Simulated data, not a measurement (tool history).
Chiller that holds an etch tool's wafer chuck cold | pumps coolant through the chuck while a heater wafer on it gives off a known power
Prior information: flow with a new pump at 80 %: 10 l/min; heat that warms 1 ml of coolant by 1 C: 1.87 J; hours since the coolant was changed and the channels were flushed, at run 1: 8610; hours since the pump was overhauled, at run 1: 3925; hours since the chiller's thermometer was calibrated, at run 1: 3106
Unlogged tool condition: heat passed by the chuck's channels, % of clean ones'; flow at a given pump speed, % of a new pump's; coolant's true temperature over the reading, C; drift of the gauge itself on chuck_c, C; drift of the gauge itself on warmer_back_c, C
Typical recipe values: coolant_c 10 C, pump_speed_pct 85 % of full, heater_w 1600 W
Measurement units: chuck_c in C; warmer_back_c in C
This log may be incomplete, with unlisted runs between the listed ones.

run	hour	coolant_c	pump_speed_pct	heater_w	hours since the coolant was changed and the channels were flushed	hours since the pump was overhauled	hours since the chiller's thermometer was calibrated	chuck_c	warmer_back_c
1	0.0	10	85	1600	8610	3925	3106	26.8	4.82
2	61.0	10	85	1600	8671	3986	3167	26.6	4.85
3	130.6	10	85	1600	8740	4056	3236	26.7	4.78
4	185.7	10	94	1600	8795	4111	3291	25.9	4.36
5	239.0	10	94	1600	8849	4164	3345	25.6	4.40
6	331.6	10	95	1600	8941	4257	3437	25.7	4.35
7	445.6	10	95	1600	9055	4371	3551	25.7	4.24
8	534.8	10	95	1600	9145	4460	3640	25.5	4.30
9	626.2	10	95	1600	9236	4551	3732	25.7	4.25
10	682.1	10	95	1600	9292	4607	3788	25.5	4.24
11	763.7	10	66	1600	9373	4689	3869	30.0	6.14
12	874.9	10	66	1600	9485	4800	3981	29.7	6.20
13	976.4	10	66	1600	9586	4901	4082	30.0	6.19
14	1055.6	10	80	972	9665	4981	4161	20.6	3.03
15	1114.4	20	80	972	9724	5039	4220	30.7	3.01
16	1197.8	9	85	1337	9808	5123	4303	22.9	4.00
17	1249.7	17	85	1538	9859	5175	4355	33.1	4.52
18	1303.7	17	85	1538	9913	5229	4409	33.2	4.53
19	1376.5	17	85	1538	9986	5302	4482	32.9	4.50
20	1461.2	10	85	1064	10071	5386	4567	21.2	3.14
21	1565.3	10	85	1064	10175	5490	4671	21.0	3.06
22	1632.3	3	85	1285	10242	5557	4738	16.5	3.77

Here are 3 independent what-if runs from the current tool condition. What would each one return?
A	1738.7	11	85	1139	10348	5664	4844	?	?
B	1738.7	14	92	1600	10348	5664	4844	?	?
C	1738.7	13	76	1916	10348	5664	4844	?	?

run	chuck_c	warmer_back_c
A	22.8	3.23
B	29.9	4.29
C	34.5	6.30
Take away the tool's hidden state, keep each run's random variation, and the runs would have read:
run	chuck_c	warmer_back_c
A	22.8	3.41
B	29.8	4.47
C	34.5	6.47
